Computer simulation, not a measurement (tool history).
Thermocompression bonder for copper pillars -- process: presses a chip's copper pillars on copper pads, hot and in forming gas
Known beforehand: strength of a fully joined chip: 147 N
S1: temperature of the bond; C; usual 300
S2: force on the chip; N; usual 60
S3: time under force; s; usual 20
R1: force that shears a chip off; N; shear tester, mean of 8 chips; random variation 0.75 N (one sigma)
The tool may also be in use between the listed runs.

run	hour	S1	S2	S3	R1
1	0.0	300	60	20	51.0
2	9.1	300	60	26	57.6
3	15.4	300	60	26	56.6
4	23.4	300	60	20	50.7
5	34.5	300	60	20	52.0
6	40.9	300	60	20	51.3
7	50.6	300	60	20	52.3
8	56.1	270	60	20	33.4
9	64.8	300	60	20	52.5
10	75.4	318	60	20	62.9
11	82.9	318	55	20	60.3
12	87.6	318	55	20	60.6
13	98.0	300	60	47	71.1
# hour 98.9: forming gas filter changed
14	108.7	300	60	47	76.4
15	113.2	300	60	47	75.7
16	118.7	300	60	47	76.9
# hour 121.1: heater calibrated with a thermocouple chip
17	126.9	300	47	47	67.9
18	136.5	300	60	10	44.5
# hour 142.8: heater calibrated with a thermocouple chip, once more
19	143.8	300	85	12	54.8

For run 20, what comes out?
20	154.3	307	85	27	?

R1: 79.8 N
Had the tool carried no hidden state, the very same run would have given R1 81.4 N.
